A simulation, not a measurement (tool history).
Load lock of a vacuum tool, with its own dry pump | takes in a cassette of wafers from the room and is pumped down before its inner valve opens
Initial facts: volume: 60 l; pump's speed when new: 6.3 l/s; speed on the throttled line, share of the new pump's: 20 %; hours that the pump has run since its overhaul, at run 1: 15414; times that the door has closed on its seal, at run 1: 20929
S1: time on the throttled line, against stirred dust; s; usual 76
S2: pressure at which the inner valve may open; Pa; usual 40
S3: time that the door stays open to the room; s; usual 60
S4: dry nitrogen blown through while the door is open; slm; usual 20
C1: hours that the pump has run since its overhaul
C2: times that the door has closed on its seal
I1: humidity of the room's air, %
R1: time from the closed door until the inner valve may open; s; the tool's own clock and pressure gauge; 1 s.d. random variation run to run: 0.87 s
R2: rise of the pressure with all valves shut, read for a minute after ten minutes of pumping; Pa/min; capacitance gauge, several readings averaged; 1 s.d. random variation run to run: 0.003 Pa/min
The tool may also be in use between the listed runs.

{"run": 1, "hour": 0.0, "S1": 76, "S2": 40, "S3": 60, "S4": 20, "C1": 15414, "C2": 20929, "I1": 44.3, "R1": 148.9, "R2": 0.14}
{"run": 2, "hour": 150.0, "S1": 76, "S2": 40, "S3": 60, "S4": 20, "C1": 15564, "C2": 21532, "I1": 44.1, "R1": 150.7, "R2": 0.144}
{"run": 3, "hour": 239.8, "S1": 76, "S2": 40, "S3": 60, "S4": 20, "C1": 15654, "C2": 21894, "I1": 44.2, "R1": 149.6, "R2": 0.153}
{"run": 4, "hour": 396.2, "S1": 76, "S2": 40, "S3": 60, "S4": 34, "C1": 15811, "C2": 22523, "I1": 47.2, "R1": 149, "R2": 0.147}
{"run": 5, "hour": 580.2, "S1": 76, "S2": 40, "S3": 60, "S4": 34, "C1": 15994, "C2": 23263, "I1": 43, "R1": 148.9, "R2": 0.148}
{"run": 6, "hour": 665.1, "S1": 76, "S2": 40, "S3": 60, "S4": 34, "C1": 16079, "C2": 23605, "I1": 43.1, "R1": 148.7, "R2": 0.152}
{"run": 7, "hour": 849.9, "S1": 76, "S2": 40, "S3": 60, "S4": 20, "C1": 16264, "C2": 24349, "I1": 47.2, "R1": 149.3, "R2": 0.167}
{"run": 8, "hour": 972.8, "S1": 76, "S2": 40, "S3": 60, "S4": 20, "C1": 16387, "C2": 24843, "I1": 45.7, "R1": 149.4, "R2": 0.174}
{"run": 9, "hour": 1163.9, "S1": 76, "S2": 40, "S3": 60, "S4": 20, "C1": 16578, "C2": 25612, "I1": 47.7, "R1": 149.6, "R2": 0.178}
{"run": 10, "hour": 1268.8, "S1": 76, "S2": 40, "S3": 60, "S4": 20, "C1": 16683, "C2": 26035, "I1": 45, "R1": 148.6, "R2": 0.172}
{"run": 11, "hour": 1392.5, "S1": 76, "S2": 40, "S3": 60, "S4": 20, "C1": 16807, "C2": 26532, "I1": 43.7, "R1": 148.3, "R2": 0.18}
{"run": 12, "hour": 1536.4, "S1": 76, "S2": 40, "S3": 60, "S4": 20, "C1": 16951, "C2": 27111, "I1": 45.7, "R1": 149.6, "R2": 0.176}
{"run": 13, "hour": 1623.7, "S1": 76, "S2": 40, "S3": 60, "S4": 20, "C1": 17038, "C2": 27462, "I1": 46.2, "R1": 149.2, "R2": 0.185}
{"hour": 1645.1, "done": "dry pump taken out, an overhauled one fitted"}
{"run": 14, "hour": 1797.5, "S1": 76, "S2": 40, "S3": 60, "S4": 20, "C1": 152, "C2": 28137, "I1": 44.5, "R1": 134.5, "R2": 0.194}
{"run": 15, "hour": 1943.2, "S1": 76, "S2": 40, "S3": 60, "S4": 6, "C1": 298, "C2": 28724, "I1": 43.1, "R1": 135.6, "R2": 0.206}
{"run": 16, "hour": 2112.5, "S1": 76, "S2": 40, "S3": 60, "S4": 6, "C1": 467, "C2": 29405, "I1": 42.5, "R1": 136.3, "R2": 0.209}
{"run": 17, "hour": 2221.6, "S1": 76, "S2": 40, "S3": 60, "S4": 20, "C1": 577, "C2": 29844, "I1": 47.2, "R1": 136.7, "R2": 0.208}
{"run": 18, "hour": 2399.0, "S1": 76, "S2": 40, "S3": 60, "S4": 20, "C1": 754, "C2": 30558, "I1": 48.2, "R1": 137.2, "R2": 0.212}
{"run": 19, "hour": 2578.4, "S1": 76, "S2": 40, "S3": 169, "S4": 20, "C1": 933, "C2": 31280, "I1": 44.6, "R1": 138.3, "R2": 0.241}
{"run": 20, "hour": 2728.3, "S1": 42, "S2": 40, "S3": 60, "S4": 7, "C1": 1083, "C2": 31883, "I1": 49.4, "R1": 109.5, "R2": 0.231}
{"run": 21, "hour": 2921.2, "S1": 115, "S2": 40, "S3": 60, "S4": 5, "C1": 1276, "C2": 32660, "I1": 49.7, "R1": 168.8, "R2": 0.245}
{"run": 22, "hour": 3075.5, "S1": 84, "S2": 29, "S3": 60, "S4": 5, "C1": 1430, "C2": 33280, "I1": 48.1, "R1": 146.3, "R2": 0.251}
{"run": 23, "hour": 3240.1, "S1": 141, "S2": 42, "S3": 199, "S4": 38, "C1": 1595, "C2": 33942, "I1": 45, "R1": 186.6, "R2": 0.257}
{"run": 24, "hour": 3385.8, "S1": 131, "S2": 35, "S3": 60, "S4": 20, "C1": 1741, "C2": 34529, "I1": 46.3, "R1": 185.5, "R2": 0.242}
{"run": 25, "hour": 3521.1, "S1": 117, "S2": 35, "S3": 60, "S4": 9, "C1": 1876, "C2": 35073, "I1": 44.6, "R1": 172.4, "R2": 0.26}
{"run": 26, "hour": 3640.7, "S1": 40, "S2": 72, "S3": 223, "S4": 5, "C1": 1996, "C2": 35554, "I1": 45.4, "R1": 102.7, "R2": 0.328}
{"run": 27, "hour": 3766.1, "S1": 64, "S2": 37, "S3": 52, "S4": 5, "C1": 2121, "C2": 36059, "I1": 43, "R1": 129.4, "R2": 0.266}
{"run": 28, "hour": 3957.1, "S1": 143, "S2": 40, "S3": 50, "S4": 20, "C1": 2312, "C2": 36828, "I1": 45.5, "R1": 193.2, "R2": 0.26}
{"run": 29, "hour": 4155.8, "S1": 128, "S2": 47, "S3": 155, "S4": 14, "C1": 2511, "C2": 37627, "I1": 48.5, "R1": 177.9, "R2": 0.314}
{"run": 30, "hour": 4297.9, "S1": 128, "S2": 47, "S3": 155, "S4": 14, "C1": 2653, "C2": 38199, "I1": 48.3, "R1": 177.3, "R2": 0.327}
{"run": 31, "hour": 4435.7, "S1": 128, "S2": 47, "S3": 97, "S4": 7, "C1": 2791, "C2": 38754, "I1": 47.3, "R1": 178.7, "R2": 0.314}
{"run": 32, "hour": 4569.2, "S1": 128, "S2": 68, "S3": 97, "S4": 7, "C1": 2924, "C2": 39290, "I1": 43.3, "R1": 175.2, "R2": 0.305}
{"run": 33, "hour": 4727.9, "S1": 76, "S2": 40, "S3": 60, "S4": 27, "C1": 3083, "C2": 39929, "I1": 45.1, "R1": 136.9, "R2": 0.286}
{"run": 34, "hour": 4919.3, "S1": 76, "S2": 45, "S3": 60, "S4": 20, "C1": 3274, "C2": 40699, "I1": 45.5, "R1": 137, "R2": 0.299}
{"run": 35, "hour": 5002.4, "S1": 63, "S2": 79, "S3": 191, "S4": 18, "C1": 3357, "C2": 41034, "I1": 44.7, "R1": 121.3, "R2": 0.341}
{"run": 36, "hour": 5198.1, "S1": 63, "S2": 79, "S3": 108, "S4": 18, "C1": 3553, "C2": 41821, "I1": 41.5, "R1": 120.9, "R2": 0.321}
{"run": 37, "hour": 5308.6, "S1": 77, "S2": 43, "S3": 48, "S4": 4, "C1": 3663, "C2": 42266, "I1": 46, "R1": 138.1, "R2": 0.332}

Selected run-to-run steps in R1, each split into two signed amounts: the part the tool would show with no hidden state at all (from settings, incoming material and random variation), and the remainder, which goes to the hidden state together with any gauge scatter not common to the measured and the hidden-state-free results:
What the log doesn't record here: pump's speed, % of a new pump's; leak at the door's seal, Pa l/s; drift of the gauge itself on ready_s, %; drift of the gauge itself on rise_pa_min, %.
Run 13 -> 14: dry pump taken out, an overhauled one fitted. R1 -14.7 s: hidden state -13.6, all else -1.1.
Run 19 -> 20: S1 76 -> 42, S3 169 -> 60, S4 20 -> 7. R1 -28.8 s: hidden state +0.4, all else -29.2.
Run 20 -> 21: S1 42 -> 115, S4 7 -> 5. R1 +59.3 s: hidden state -0.2, all else +59.5.
Run 25 -> 26: S1 117 -> 40, S2 35 -> 72, S3 60 -> 223, S4 9 -> 5. R1 -69.7 s: hidden state +0.2, all else -69.9.
Run 27 -> 28: S1 64 -> 143, S2 37 -> 40, S3 52 -> 50, S4 5 -> 20. R1 +63.8 s: hidden state +0, all else +63.8.
Run 32 -> 33: S1 128 -> 76, S2 68 -> 40, S3 97 -> 60, S4 7 -> 27. R1 -38.3 s: hidden state +0.5, all else -38.8.

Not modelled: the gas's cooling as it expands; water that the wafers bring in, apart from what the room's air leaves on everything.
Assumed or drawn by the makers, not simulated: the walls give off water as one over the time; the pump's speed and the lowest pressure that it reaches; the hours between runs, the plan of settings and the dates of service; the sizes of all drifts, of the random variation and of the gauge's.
